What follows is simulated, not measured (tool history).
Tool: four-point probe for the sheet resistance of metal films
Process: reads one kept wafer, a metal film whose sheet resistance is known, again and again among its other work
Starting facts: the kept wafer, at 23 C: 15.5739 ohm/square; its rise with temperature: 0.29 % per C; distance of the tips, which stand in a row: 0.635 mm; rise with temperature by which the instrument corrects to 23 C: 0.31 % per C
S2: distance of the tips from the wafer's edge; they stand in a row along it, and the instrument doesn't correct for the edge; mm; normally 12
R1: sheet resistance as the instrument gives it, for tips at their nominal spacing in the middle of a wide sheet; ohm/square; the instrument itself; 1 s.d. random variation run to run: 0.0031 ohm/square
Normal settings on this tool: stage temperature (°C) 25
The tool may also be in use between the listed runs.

{"run": 1, "hour": 0.0, "stage temperature (°C)": 25, "S2": 12, "R1": 15.700011}
{"run": 2, "hour": 53.1, "stage temperature (°C)": 25, "S2": 50, "R1": 15.680119}
{"run": 3, "hour": 83.7, "stage temperature (°C)": 25, "S2": 50, "R1": 15.679192}
{"run": 4, "hour": 139.6, "stage temperature (°C)": 25, "S2": 50, "R1": 15.683811}
{"run": 5, "hour": 172.0, "stage temperature (°C)": 25, "S2": 50, "R1": 15.685229}
{"run": 6, "hour": 223.8, "stage temperature (°C)": 25, "S2": 12, "R1": 15.704417}
{"run": 7, "hour": 251.7, "stage temperature (°C)": 32, "S2": 12, "R1": 15.686398}
{"run": 8, "hour": 297.6, "stage temperature (°C)": 25, "S2": 14, "R1": 15.695953}
{"run": 9, "hour": 334.0, "stage temperature (°C)": 25, "S2": 12, "R1": 15.711714}
{"run": 10, "hour": 373.5, "stage temperature (°C)": 23, "S2": 12, "R1": 15.71628}
{"run": 11, "hour": 400.6, "stage temperature (°C)": 23, "S2": 12, "R1": 15.719509}
{"run": 12, "hour": 442.9, "stage temperature (°C)": 23, "S2": 12, "R1": 15.717232}
{"run": 13, "hour": 468.7, "stage temperature (°C)": 23, "S2": 12, "R1": 15.726525}
{"run": 14, "hour": 517.4, "stage temperature (°C)": 25, "S2": 8, "R1": 15.736426}
{"run": 15, "hour": 570.8, "stage temperature (°C)": 25, "S2": 20, "R1": 15.696933}
{"run": 16, "hour": 597.3, "stage temperature (°C)": 25, "S2": 20, "R1": 15.698831}
{"run": 17, "hour": 639.6, "stage temperature (°C)": 25, "S2": 20, "R1": 15.696218}
{"run": 18, "hour": 672.6, "stage temperature (°C)": 25, "S2": 20, "R1": 15.702892}
{"run": 19, "hour": 725.3, "stage temperature (°C)": 25, "S2": 20, "R1": 15.696255}
{"run": 20, "hour": 753.6, "stage temperature (°C)": 25, "S2": 20, "R1": 15.70376}
{"run": 21, "hour": 789.1, "stage temperature (°C)": 25, "S2": 12, "R1": 15.722272}
{"run": 22, "hour": 814.9, "stage temperature (°C)": 25, "S2": 12, "R1": 15.723708}
{"run": 23, "hour": 851.1, "stage temperature (°C)": 33, "S2": 13, "R1": 15.686628}
{"run": 24, "hour": 896.4, "stage temperature (°C)": 33, "S2": 71, "R1": 15.67362}
{"run": 25, "hour": 928.9, "stage temperature (°C)": 33, "S2": 71, "R1": 15.668446}
{"run": 26, "hour": 978.9, "stage temperature (°C)": 25, "S2": 35, "R1": 15.701337}
{"run": 27, "hour": 1033.4, "stage temperature (°C)": 25, "S2": 35, "R1": 15.705122}
{"run": 28, "hour": 1068.7, "stage temperature (°C)": 25, "S2": 35, "R1": 15.702724}
{"run": 29, "hour": 1119.8, "stage temperature (°C)": 25, "S2": 35, "R1": 15.70464}
{"run": 30, "hour": 1163.0, "stage temperature (°C)": 24, "S2": 8, "R1": 15.755881}
{"run": 31, "hour": 1217.4, "stage temperature (°C)": 24, "S2": 8, "R1": 15.765148}
{"run": 32, "hour": 1258.9, "stage temperature (°C)": 24, "S2": 8, "R1": 15.759591}
{"run": 33, "hour": 1299.7, "stage temperature (°C)": 25, "S2": 5, "R1": 15.839366}
{"run": 34, "hour": 1347.4, "stage temperature (°C)": 25, "S2": 19, "R1": 15.717237}
{"run": 35, "hour": 1400.9, "stage temperature (°C)": 23, "S2": 23, "R1": 15.719979}
{"run": 36, "hour": 1427.0, "stage temperature (°C)": 27, "S2": 28, "R1": 15.70869}
{"run": 37, "hour": 1453.5, "stage temperature (°C)": 18, "S2": 12, "R1": 15.761473}
{"run": 38, "hour": 1489.5, "stage temperature (°C)": 19, "S2": 16, "R1": 15.745766}
{"run": 39, "hour": 1537.2, "stage temperature (°C)": 19, "S2": 16, "R1": 15.746231}
{"run": 40, "hour": 1581.6, "stage temperature (°C)": 20, "S2": 39, "R1": 15.733124}
{"run": 41, "hour": 1615.8, "stage temperature (°C)": 31, "S2": 27, "R1": 15.700592}
{"run": 42, "hour": 1668.6, "stage temperature (°C)": 28, "S2": 17, "R1": 15.720236}
{"run": 43, "hour": 1720.1, "stage temperature (°C)": 28, "S2": 17, "R1": 15.71958}
{"run": 44, "hour": 1748.0, "stage temperature (°C)": 28, "S2": 17, "R1": 15.720646}

Below, some changes in R1 between adjacent runs. For each, the amount present without the hidden state too (settings, incoming material, random variation) and the amount remaining for the hidden state with gauge scatter not shared by both compared results:
Hidden state present: inner tips' distance over the nominal, %; tips' flats over new ones', %; wafer's true temperature over the reading, C; drift of the gauge itself on sheet_ohm, %.
Run 26 -> 27: no setting changed, nothing entered. R1 +0.003785 ohm/square: hidden state +0.001421, all else +0.002364.
Run 32 -> 33: stage temperature (°C) 24 -> 25, S2 8 -> 5. R1 +0.079775 ohm/square: hidden state +0.001678, all else +0.078097.
Run 33 -> 34: S2 5 -> 19. R1 -0.122129 ohm/square: hidden state +0.00019, all else -0.122319.
Run 36 -> 37: stage temperature (°C) 27 -> 18, S2 28 -> 12. R1 +0.052783 ohm/square: hidden state +0.000248, all else +0.052535.
Run 40 -> 41: stage temperature (°C) 20 -> 31, S2 39 -> 27. R1 -0.032532 ohm/square: hidden state +0.001591, all else -0.034123.
